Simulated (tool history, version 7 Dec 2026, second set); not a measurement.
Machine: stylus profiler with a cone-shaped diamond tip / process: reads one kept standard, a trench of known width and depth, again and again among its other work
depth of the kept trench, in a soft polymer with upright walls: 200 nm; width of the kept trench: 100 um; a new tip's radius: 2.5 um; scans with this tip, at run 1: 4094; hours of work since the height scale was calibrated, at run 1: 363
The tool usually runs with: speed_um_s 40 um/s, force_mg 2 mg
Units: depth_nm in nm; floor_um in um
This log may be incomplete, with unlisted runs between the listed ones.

run,hour,speed_um_s,force_mg,scans with this tip,hours of work since the height scale was calibrated,depth_nm,floor_um
1,0,40,2,4094,363,202.39,97.73
2,16.4,40,2,4168,370,202.4,97.68
3,32.2,40,2,4240,376,202.39,97.77
4,62.5,40,2,4379,389,202.41,97.74
5,86.2,40,2,4487,398,202.44,97.72
6,108.3,40,2.37,4588,407,202.59,97.75
7,124.1,40,2.37,4660,414,202.69,97.71
8,154.5,40,3.09,4798,426,203.11,97.75
9,170.8,40,3.09,4873,432,203.09,97.72
10,197.4,114,2,4994,443,202.41,97.31
11,221,114,2,5102,453,202.39,97.33
12,251,40,4.44,5239,465,203.93,97.76
13,276.1,24,1.37,5353,475,201.98,97.69
14,299.5,16,1.25,5460,485,201.88,97.82
15,322.1,29,1.59,5563,494,202.21,97.71
16,353.2,21,2,5705,506,202.41,97.82
17,371.5,56,0.96,5789,514,201.62,97.45
18,390,56,0.96,5873,521,201.59,97.46
19,405.8,21,0.83,5945,528,201.51,97.69
20,429.3,123,0.83,6052,537,201.52,96.88
21,458,123,0.83,6183,549,201.39,96.83
22,488.1,123,0.83,6321,561,201.51,96.88
23,515.1,123,0.83,6444,572,201.51,96.86

Measured result minus the same run's result without the hidden state. Both carry the same run-to-run variation, though not necessarily the same gauge scatter:
Hidden state present: radius of the tip, um; height scale over the true one, %; drift of the gauge itself on depth_nm, %; drift of the gauge itself on floor_um, %.
run,depth_nm,floor_um
1,+0.18,-0.12
2,+0.18,-0.11
3,+0.18,-0.12
4,+0.2,-0.12
5,+0.2,-0.12
6,+0.2,-0.12
7,+0.21,-0.12
8,+0.22,-0.13
9,+0.22,-0.13
10,+0.22,-0.13
11,+0.23,-0.13
12,+0.24,-0.13
13,+0.24,-0.14
14,+0.25,-0.14
15,+0.25,-0.14
16,+0.25,-0.15
17,+0.26,-0.15
18,+0.26,-0.15
19,+0.27,-0.15
20,+0.27,-0.16
21,+0.28,-0.16
22,+0.28,-0.16
23,+0.29,-0.17
